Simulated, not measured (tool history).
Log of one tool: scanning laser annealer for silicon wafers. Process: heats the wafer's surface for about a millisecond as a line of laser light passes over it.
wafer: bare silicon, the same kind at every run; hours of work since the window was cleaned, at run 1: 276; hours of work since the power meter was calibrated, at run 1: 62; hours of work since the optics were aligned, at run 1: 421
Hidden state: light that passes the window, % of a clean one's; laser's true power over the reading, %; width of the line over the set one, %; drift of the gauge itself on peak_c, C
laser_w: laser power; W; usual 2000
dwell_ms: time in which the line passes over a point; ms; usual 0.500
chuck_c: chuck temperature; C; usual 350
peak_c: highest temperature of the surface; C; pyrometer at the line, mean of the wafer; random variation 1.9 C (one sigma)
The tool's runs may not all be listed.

run	hour	laser_w	dwell_ms	chuck_c	hours of work since the window was cleaned	hours of work since the power meter was calibrated	hours of work since the optics were aligned	peak_c
1	0.0	2000	0.500	350	276	62	421	1166
2	14.9	2000	0.500	350	287	73	433	1169
3	23.5	2000	0.500	350	293	80	439	1168
4	34.2	2000	0.500	350	301	88	447	1161
5	46.5	2000	0.500	333	311	97	456	1145
6	62.5	2000	0.500	333	323	109	468	1145
7	70.5	2000	0.500	333	329	115	474	1144
8	77.6	2000	0.500	333	334	120	480	1145
9	85.8	2000	0.500	333	340	126	486	1146
10	94.1	2000	0.500	374	346	132	492	1185
11	102.8	2000	0.563	374	353	139	498	1236
12	116.5	2000	0.563	374	363	149	509	1233
13	130.1	1806	0.563	374	373	160	519	1135
14	138.2	2000	0.500	350	379	166	525	1160
15	151.5	2000	0.557	350	389	176	535	1209
16	162.6	2000	0.557	350	398	184	543	1205
17	171.7	2000	0.557	350	404	191	550	1203
18	182.2	2000	0.557	350	412	199	558	1204
19	192.2	2000	0.557	350	420	206	566	1202
20	208.2	2000	0.557	350	432	218	578	1205
# hour 214.0: optics aligned, line set to its width
21	226.2	2000	0.557	350	442	228	9	1203
22	235.0	1745	0.500	350	448	234	16	1035
23	251.0	1872	0.500	368	460	246	28	1116
24	260.8	1872	0.500	368	467	254	35	1113
# hour 278.1: optics aligned, line set to its width, once more
25	279.9	1872	0.500	368	478	264	1	1117
26	288.8	1983	0.473	360	485	271	8	1139
27	298.9	1983	0.473	360	492	279	16	1141
28	311.5	1983	0.434	360	502	288	25	1112
29	322.3	1983	0.434	360	510	296	33	1107
30	336.8	1983	0.434	360	521	307	44	1102
31	347.1	1983	0.434	360	528	315	52	1103
32	358.1	2030	0.393	381	537	323	60	1106
33	367.4	1945	0.393	321	544	330	67	1012
34	382.2	2166	0.393	372	555	341	78	1157
35	392.5	2002	0.527	372	562	349	86	1202
36	399.6	2002	0.527	372	568	354	91	1200
37	410.8	2000	0.388	350	576	362	99	1059
38	424.0	2165	0.445	360	586	372	109	1193
39	434.4	2000	0.355	367	594	380	117	1046
40	445.8	1847	0.508	376	602	389	126	1116

Forecast each of these 3 alternatives for the next run:
A	455.8	1916	0.508	376	610	396	133	?
B	455.8	1942	0.468	388	610	396	133	?
C	455.8	2135	0.500	335	610	396	133	?

run	peak_c
A	1147
B	1139
C	1206
Without the tool's hidden state the same runs would have given:
run	peak_c
A	1169
B	1161
C	1231
